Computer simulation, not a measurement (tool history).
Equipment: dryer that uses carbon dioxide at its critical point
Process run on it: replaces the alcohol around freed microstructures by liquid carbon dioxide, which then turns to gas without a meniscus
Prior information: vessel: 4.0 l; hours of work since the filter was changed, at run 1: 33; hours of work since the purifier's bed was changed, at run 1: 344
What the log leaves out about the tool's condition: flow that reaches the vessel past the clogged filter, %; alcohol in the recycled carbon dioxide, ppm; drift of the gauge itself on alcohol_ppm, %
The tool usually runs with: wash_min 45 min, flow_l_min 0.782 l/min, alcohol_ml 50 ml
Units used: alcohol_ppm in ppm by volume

run   hour  wash_min  flow_l_min  alcohol_ml  hours of work since the filter was changed  hours of work since the purifier's bed was changed  alcohol_ppm
  1    0.0        45       0.782          50                                          33                                                 344           31
  2   59.4        45       0.782          50                                          71                                                 382           35
  3   99.2        45       0.490          50                                          97                                                 408          106
  4  151.6        45       0.490          50                                         131                                                 442          116
  5  183.8        70       0.782          50                                         151                                                 463           36
  6  241.1        70       0.782          50                                         188                                                 500           32
  7  282.2        70       0.782          50                                         215                                                 526           36
     317.9  -- purifier's bed changed
  8  329.9        45       0.782          50                                         244                                                   8            5
  9  388.8        45       0.782          50                                         282                                                  46           13
 10  445.7        43       0.670          58                                         319                                                  83           41
     475.3  -- inlet filter changed
 11  500.6        53       0.782         111                                          16                                                 117           19
 12  549.5        53       0.782         111                                          48                                                 149           17
 13  602.6        53       0.782         111                                          82                                                 183           25
 14  653.8        63       0.830          36                                         115                                                 217           16
 15  712.6        45       0.782          44                                         153                                                 255           29
 16  749.1        45       0.782          44                                         177                                                 278           25

4 ways to go on from here, each from the tool as it stands after run 16. What would each give?
  A  790.7        45       0.782          86                                         204                                                 305            ?
  B  790.7        58       1.324          25                                         204                                                 305            ?
  C  790.7        45       1.198          50                                         204                                                 305            ?
  D  790.7        45       0.782          45                                         204                                                 305            ?

run  alcohol_ppm
  A           27
  B           26
  C           24
  D           33
Had the tool no hidden state, the same runs would have come out as:
run  alcohol_ppm
  A            5
  B            7
  C            6
  D           13

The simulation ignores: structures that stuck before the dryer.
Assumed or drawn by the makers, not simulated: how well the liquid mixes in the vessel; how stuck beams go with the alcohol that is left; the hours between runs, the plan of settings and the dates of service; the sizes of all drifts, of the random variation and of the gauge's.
